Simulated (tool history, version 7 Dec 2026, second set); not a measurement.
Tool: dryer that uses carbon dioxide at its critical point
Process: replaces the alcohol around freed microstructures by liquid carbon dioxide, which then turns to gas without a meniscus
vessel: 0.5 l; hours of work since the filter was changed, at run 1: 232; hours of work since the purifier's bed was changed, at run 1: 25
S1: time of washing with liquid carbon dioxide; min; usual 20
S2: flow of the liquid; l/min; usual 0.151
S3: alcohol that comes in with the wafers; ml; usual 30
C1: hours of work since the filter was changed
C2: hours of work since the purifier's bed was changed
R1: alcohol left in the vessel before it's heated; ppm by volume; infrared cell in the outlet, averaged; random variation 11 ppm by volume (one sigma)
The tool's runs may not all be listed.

run,hour,S1,S2,S3,C1,C2,R1
1,0.0,20,0.151,30,232,25,781
2,9.8,20,0.151,30,235,29,775
3,16.2,20,0.151,30,237,31,768
4,20.5,20,0.151,30,239,32,780
5,27.6,20,0.151,30,241,35,787
6,32.3,20,0.151,30,243,36,759
7,42.0,20,0.151,30,246,39,788
8,51.4,20,0.151,30,249,43,809
9,59.0,20,0.151,29,252,45,768
10,66.8,20,0.151,29,254,48,766
11,76.2,20,0.151,29,257,51,747
12,82.1,20,0.151,29,259,53,753
13,86.2,20,0.151,29,261,54,773
14,93.3,14,0.151,30,263,56,2894
15,100.4,14,0.151,30,265,59,2877
16,109.2,14,0.151,30,268,62,2938
17,114.1,14,0.151,30,270,63,2970
18,118.9,20,0.151,30,272,65,820
19,125.8,20,0.151,30,274,67,828
20,134.6,20,0.151,30,277,70,814
21,144.2,20,0.151,30,280,73,816
22,153.1,20,0.151,30,283,76,834
23,160.0,20,0.151,30,285,79,800
24,166.2,20,0.151,30,287,81,817
25,170.3,20,0.151,30,289,82,842
26,177.3,20,0.151,30,291,84,825
27,185.7,20,0.151,30,294,87,806
28,195.0,20,0.151,30,297,90,837
29,201.5,20,0.151,30,299,92,832
30,210.3,20,0.191,24,302,95,239
31,216.3,20,0.191,24,304,97,252
32,225.6,20,0.151,47,307,100,1299
33,234.8,20,0.176,27,310,103,416
34,244.0,14,0.174,56,313,107,3563
35,253.7,21,0.151,45,316,110,996
36,262.7,21,0.151,45,319,113,1011
37,269.5,12,0.151,51,322,115,8003
38,275.5,13,0.136,51,324,117,8343
39,281.4,12,0.151,30,325,119,4537
40,289.1,27,0.153,57,328,121,362
41,294.0,14,0.148,115,330,123,12203
42,301.7,21,0.195,55,332,126,388
43,309.7,28,0.242,55,335,128,41
44,314.2,15,0.108,55,336,130,11121
45,323.4,22,0.151,30,339,133,577

The same runs without the tool's hidden state, with the same run-to-run variation:
The hidden state here: flow that reaches the vessel past the clogged filter, %; alcohol in the recycled carbon dioxide, ppm; drift of the gauge itself on alcohol_ppm, %.
run,R1
1,628
2,619
3,612
4,624
5,626
6,602
7,621
8,637
9,603
10,601
11,583
12,585
13,600
14,2437
15,2419
16,2468
17,2490
18,629
19,633
20,621
21,619
22,632
23,603
24,614
25,633
26,618
27,599
28,624
29,615
30,152
31,162
32,967
33,286
34,2818
35,716
36,726
37,6701
38,7006
39,3779
40,219
41,9933
42,242
43,2
44,9412
45,390
